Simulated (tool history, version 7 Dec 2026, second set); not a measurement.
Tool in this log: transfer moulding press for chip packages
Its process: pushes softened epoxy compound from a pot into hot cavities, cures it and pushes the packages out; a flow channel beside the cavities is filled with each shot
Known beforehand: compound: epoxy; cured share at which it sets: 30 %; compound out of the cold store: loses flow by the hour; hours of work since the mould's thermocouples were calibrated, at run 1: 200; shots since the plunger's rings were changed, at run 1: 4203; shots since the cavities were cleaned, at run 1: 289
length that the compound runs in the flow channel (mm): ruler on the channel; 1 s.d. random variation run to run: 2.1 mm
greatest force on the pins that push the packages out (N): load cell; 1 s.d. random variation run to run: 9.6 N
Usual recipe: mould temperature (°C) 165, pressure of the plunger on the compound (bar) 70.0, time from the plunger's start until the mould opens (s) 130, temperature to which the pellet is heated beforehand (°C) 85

run,hour,mould temperature (°C),pressure of the plunger on the compound (bar),time from the plunger's start until the mould opens (s),temperature to which the pellet is heated beforehand (°C),hours of work since the mould's thermocouples were calibrated,shots since the plunger's rings were changed,shots since the cavities were cleaned,incoming compound's hours out of the cold store,length that the compound runs in the flow channel (mm),greatest force on the pins that push the packages out (N)
1,0.0,165,70.0,130,85,200,4203,289,24.0,834,429
# hour 32.5: cavities cleaned with cleaning compound and waxed
2,66.7,165,70.0,130,85,252,5017,427,17.9,857,451
# hour 82.7: cavities cleaned with cleaning compound and waxed
# hour 132.6: cavities cleaned with cleaning compound and waxed
# hour 140.7: plunger's sealing rings changed
3,140.7,165,70.0,113,85,306,0,69,31.1,807,510
# hour 188.4: cavities cleaned with cleaning compound and waxed
4,203.1,165,70.0,113,85,354,760,183,22.5,841,498
# hour 237.9: mould's thermocouples calibrated
# hour 243.9: cavities cleaned with cleaning compound and waxed
# hour 293.7: cavities cleaned with cleaning compound and waxed
5,295.7,165,70.0,113,85,43,1853,24,28.8,818,498
6,336.7,165,70.0,113,92,76,2366,537,26.0,827,481
# hour 345.0: cavities cleaned with cleaning compound and waxed
# hour 396.5: cavities cleaned with cleaning compound and waxed
7,426.2,165,70.0,113,92,144,3445,371,29.1,812,497
# hour 448.7: cavities cleaned with cleaning compound and waxed
# hour 503.0: cavities cleaned with cleaning compound and waxed
8,514.7,173,70.0,130,85,212,4512,145,24.7,808,409
# hour 557.2: cavities cleaned with cleaning compound and waxed
9,591.0,173,70.0,130,85,272,5446,422,36.0,764,397
# hour 607.6: cavities cleaned with cleaning compound and waxed
# hour 631.0: plunger's sealing rings changed
# hour 659.9: cavities cleaned with cleaning compound and waxed
10,686.9,173,70.0,130,85,343,680,337,11.4,858,403
# hour 710.5: cavities cleaned with cleaning compound and waxed
# hour 743.5: mould's thermocouples calibrated
11,745.3,163,70.0,130,85,1,1364,408,34.4,802,468
# hour 766.0: cavities cleaned with cleaning compound and waxed
12,783.8,165,70.0,130,85,31,1826,221,39.7,777,431
# hour 822.8: cavities cleaned with cleaning compound and waxed
13,852.6,165,70.0,130,85,84,2667,373,30.3,813,448
# hour 875.5: cavities cleaned with cleaning compound and waxed
# hour 929.7: cavities cleaned with cleaning compound and waxed
14,938.4,168,70.0,130,93,150,3700,109,34.1,784,404
15,977.6,168,54.3,130,93,181,4189,598,33.8,693,412
# hour 986.3: cavities cleaned with cleaning compound and waxed
# hour 1037.7: cavities cleaned with cleaning compound and waxed
16,1066.1,168,54.3,130,93,249,5257,355,29.7,707,431
# hour 1088.2: cavities cleaned with cleaning compound and waxed
# hour 1119.7: plunger's sealing rings changed
17,1119.7,165,70.0,170,85,288,0,362,31.1,809,396
# hour 1145.0: cavities cleaned with cleaning compound and waxed
18,1182.1,161,66.7,130,85,336,760,463,36.1,787,481
# hour 1197.8: cavities cleaned with cleaning compound and waxed
19,1229.9,161,66.7,130,85,373,1338,401,24.2,829,496
# hour 1244.1: mould's thermocouples calibrated
# hour 1253.2: cavities cleaned with cleaning compound and waxed
20,1293.3,165,58.1,130,85,38,2085,500,10.6,812,450
# hour 1307.2: cavities cleaned with cleaning compound and waxed
21,1345.1,165,58.5,130,83,78,2713,473,14.7,798,440
# hour 1359.3: cavities cleaned with cleaning compound and waxed
22,1394.3,173,70.0,142,85,115,3309,438,41.4,748,393
# hour 1409.5: cavities cleaned with cleaning compound and waxed
# hour 1460.4: cavities cleaned with cleaning compound and waxed
23,1468.3,165,70.0,154,94,172,4195,99,12.4,885,409
# hour 1516.0: cavities cleaned with cleaning compound and waxed
24,1552.0,165,70.0,154,94,237,5221,449,38.0,779,391
# hour 1568.6: cavities cleaned with cleaning compound and waxed
# hour 1608.9: plunger's sealing rings changed
25,1619.2,161,62.1,114,94,287,128,601,23.9,799,623
# hour 1626.0: cavities cleaned with cleaning compound and waxed
26,1672.3,165,71.4,130,85,328,772,578,35.5,797,439

Describe how what the log doesn't record of the tool's condition differs between the last listed run preceding each entry between runs and the first listed run following it.
In the gap between runs 1 and 2: cavities cleaned with cleaning compound and waxed (hour 32.5)
  pressure that reaches the compound, % of what is set: 99.9 -> 99.89; grip of the stained cavities, % over clean ones': 0.3 -> 0.5
In the gap between runs 2 and 3: cavities cleaned with cleaning compound and waxed (hour 82.7); cavities cleaned with cleaning compound and waxed (hour 132.6); plunger's sealing rings changed (hour 140.7)
  pressure that reaches the compound, % of what is set: 99.89 -> 99.99; grip of the stained cavities, % over clean ones': 0.5 -> 0.1
In the gap between runs 3 and 4: cavities cleaned with cleaning compound and waxed (hour 188.4)
  true mould temperature over the reading, C: 0 -> 0.01; pressure that reaches the compound, % of what is set: 99.99 -> 99.98; grip of the stained cavities, % over clean ones': 0.1 -> 0.3
In the gap between runs 4 and 5: mould's thermocouples calibrated (hour 237.9); cavities cleaned with cleaning compound and waxed (hour 243.9); cavities cleaned with cleaning compound and waxed (hour 293.7)
  true mould temperature over the reading, C: 0.01 -> 0; pressure that reaches the compound, % of what is set: 99.98 -> 99.95; grip of the stained cavities, % over clean ones': 0.3 -> 0
In the gap between runs 6 and 7: cavities cleaned with cleaning compound and waxed (hour 345.0); cavities cleaned with cleaning compound and waxed (hour 396.5)
  pressure that reaches the compound, % of what is set: 99.94 -> 99.92; grip of the stained cavities, % over clean ones': 0.6 -> 0.4
In the gap between runs 7 and 8: cavities cleaned with cleaning compound and waxed (hour 448.7); cavities cleaned with cleaning compound and waxed (hour 503.0)
  true mould temperature over the reading, C: 0 -> 0.01; pressure that reaches the compound, % of what is set: 99.92 -> 99.89; grip of the stained cavities, % over clean ones': 0.4 -> 0.2
In the gap between runs 8 and 9: cavities cleaned with cleaning compound and waxed (hour 557.2)
  pressure that reaches the compound, % of what is set: 99.89 -> 99.87; grip of the stained cavities, % over clean ones': 0.2 -> 0.5
In the gap between runs 9 and 10: cavities cleaned with cleaning compound and waxed (hour 607.6); plunger's sealing rings changed (hour 631.0); cavities cleaned with cleaning compound and waxed (hour 659.9)
  pressure that reaches the compound, % of what is set: 99.87 -> 99.98; grip of the stained cavities, % over clean ones': 0.5 -> 0.4
In the gap between runs 10 and 11: cavities cleaned with cleaning compound and waxed (hour 710.5); mould's thermocouples calibrated (hour 743.5)
  true mould temperature over the reading, C: 0.01 -> 0; pressure that reaches the compound, % of what is set: 99.98 -> 99.96; grip of the stained cavities, % over clean ones': 0.4 -> 0.5
In the gap between runs 11 and 12: cavities cleaned with cleaning compound and waxed (hour 766.0)
  pressure that reaches the compound, % of what is set: 99.96 -> 99.95; grip of the stained cavities, % over clean ones': 0.5 -> 0.3
In the gap between runs 12 and 13: cavities cleaned with cleaning compound and waxed (hour 822.8)
  true mould temperature over the reading, C: 0 -> 0.01; pressure that reaches the compound, % of what is set: 99.95 -> 99.93; grip of the stained cavities, % over clean ones': 0.3 -> 0.5
In the gap between runs 13 and 14: cavities cleaned with cleaning compound and waxed (hour 875.5); cavities cleaned with cleaning compound and waxed (hour 929.7)
  pressure that reaches the compound, % of what is set: 99.93 -> 99.91; grip of the stained cavities, % over clean ones': 0.5 -> 0.2
In the gap between runs 15 and 16: cavities cleaned with cleaning compound and waxed (hour 986.3); cavities cleaned with cleaning compound and waxed (hour 1037.7)
  pressure that reaches the compound, % of what is set: 99.9 -> 99.88; grip of the stained cavities, % over clean ones': 0.6 -> 0.4
In the gap between runs 16 and 17: cavities cleaned with cleaning compound and waxed (hour 1088.2); plunger's sealing rings changed (hour 1119.7)
  pressure that reaches the compound, % of what is set: 99.88 -> 100
In the gap between runs 17 and 18: cavities cleaned with cleaning compound and waxed (hour 1145.0)
  pressure that reaches the compound, % of what is set: 100 -> 99.98; grip of the stained cavities, % over clean ones': 0.4 -> 0.5
In the gap between runs 18 and 19: cavities cleaned with cleaning compound and waxed (hour 1197.8)
  pressure that reaches the compound, % of what is set: 99.98 -> 99.97; grip of the stained cavities, % over clean ones': 0.5 -> 0.4
In the gap between runs 19 and 20: mould's thermocouples calibrated (hour 1244.1); cavities cleaned with cleaning compound and waxed (hour 1253.2)
  true mould temperature over the reading, C: 0.01 -> 0; pressure that reaches the compound, % of what is set: 99.97 -> 99.95; grip of the stained cavities, % over clean ones': 0.4 -> 0.5
In the gap between runs 20 and 21: cavities cleaned with cleaning compound and waxed (hour 1307.2)
  pressure that reaches the compound, % of what is set: 99.95 -> 99.94
In the gap between runs 21 and 22: cavities cleaned with cleaning compound and waxed (hour 1359.3)
  pressure that reaches the compound, % of what is set: 99.94 -> 99.93
In the gap between runs 22 and 23: cavities cleaned with cleaning compound and waxed (hour 1409.5); cavities cleaned with cleaning compound and waxed (hour 1460.4)
  pressure that reaches the compound, % of what is set: 99.93 -> 99.91; grip of the stained cavities, % over clean ones': 0.5 -> 0.1
In the gap between runs 23 and 24: cavities cleaned with cleaning compound and waxed (hour 1516.0)
  pressure that reaches the compound, % of what is set: 99.91 -> 99.89; grip of the stained cavities, % over clean ones': 0.1 -> 0.5
In the gap between runs 24 and 25: cavities cleaned with cleaning compound and waxed (hour 1568.6); plunger's sealing rings changed (hour 1608.9)
  true mould temperature over the reading, C: 0 -> 0.01; pressure that reaches the compound, % of what is set: 99.89 -> 100; grip of the stained cavities, % over clean ones': 0.5 -> 0.6
In the gap between runs 25 and 26: cavities cleaned with cleaning compound and waxed (hour 1626.0)
  pressure that reaches the compound, % of what is set: 100 -> 99.98
